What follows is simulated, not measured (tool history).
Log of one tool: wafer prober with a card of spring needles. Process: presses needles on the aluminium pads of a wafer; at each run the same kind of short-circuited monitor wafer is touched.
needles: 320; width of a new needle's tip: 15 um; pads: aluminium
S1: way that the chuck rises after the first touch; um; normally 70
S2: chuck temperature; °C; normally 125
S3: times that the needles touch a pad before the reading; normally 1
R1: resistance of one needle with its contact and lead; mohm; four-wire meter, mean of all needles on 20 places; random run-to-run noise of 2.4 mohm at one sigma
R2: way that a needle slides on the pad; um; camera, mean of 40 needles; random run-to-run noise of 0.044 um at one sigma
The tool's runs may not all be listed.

run   hour  S1   S2  S3   R1     R2
  1    0.0  70  125   1  277  12.58
       8.7  -- tips cleaned on abrasive film
  2    8.9  70  125   1  282  12.64
      17.6  -- tips cleaned on abrasive film
      26.6  -- tips cleaned on abrasive film
  3   26.6  70  125   1  279  12.56
      35.5  -- tips cleaned on abrasive film
  4   42.8  70  125   1  280  12.54
      43.9  -- tips cleaned on abrasive film
      52.6  -- tips cleaned on abrasive film
  5   52.6  70  125   3  278  12.57
      61.3  -- tips cleaned on abrasive film
  6   64.2  70  125   3  278  12.59
      70.1  -- tips cleaned on abrasive film
  7   77.5  70  125   1  276  12.53
      79.0  -- tips cleaned on abrasive film
      87.7  -- tips cleaned on abrasive film
  8   90.7  56   81   1  266  10.01
      96.9  -- tips cleaned on abrasive film
  9  100.2  70   73   1  261  12.61
     105.5  -- tips cleaned on abrasive film
     114.4  -- tips cleaned on abrasive film
 10  116.7  52   53   1  267   9.32
     124.3  -- tips cleaned on abrasive film
 11  131.4  52   27   2  253   9.32
     133.4  -- tips cleaned on abrasive film
     142.2  -- tips cleaned on abrasive film
 12  149.4  52   27   2  258   9.20
     151.8  -- tips cleaned on abrasive film
     160.5  -- tips cleaned on abrasive film
 13  161.1  85   62   2  262  15.23

Branching from run 13: 4 alternative next runs. What would each branch give?
  A  168.7  64   62   1   ?   ?
  B  168.7  61   38   2   ?   ?
  C  168.7  62  125   1   ?   ?
  D  168.7  70   52   2   ?   ?

run   R1     R2
  A  265  11.40
  B  262  10.86
  C  279  11.02
  D  256  12.42
Without the tool's unlogged condition, the same runs would have read:
run   R1     R2
  A  265  11.49
  B  261  10.94
  C  278  11.11
  D  255  12.52

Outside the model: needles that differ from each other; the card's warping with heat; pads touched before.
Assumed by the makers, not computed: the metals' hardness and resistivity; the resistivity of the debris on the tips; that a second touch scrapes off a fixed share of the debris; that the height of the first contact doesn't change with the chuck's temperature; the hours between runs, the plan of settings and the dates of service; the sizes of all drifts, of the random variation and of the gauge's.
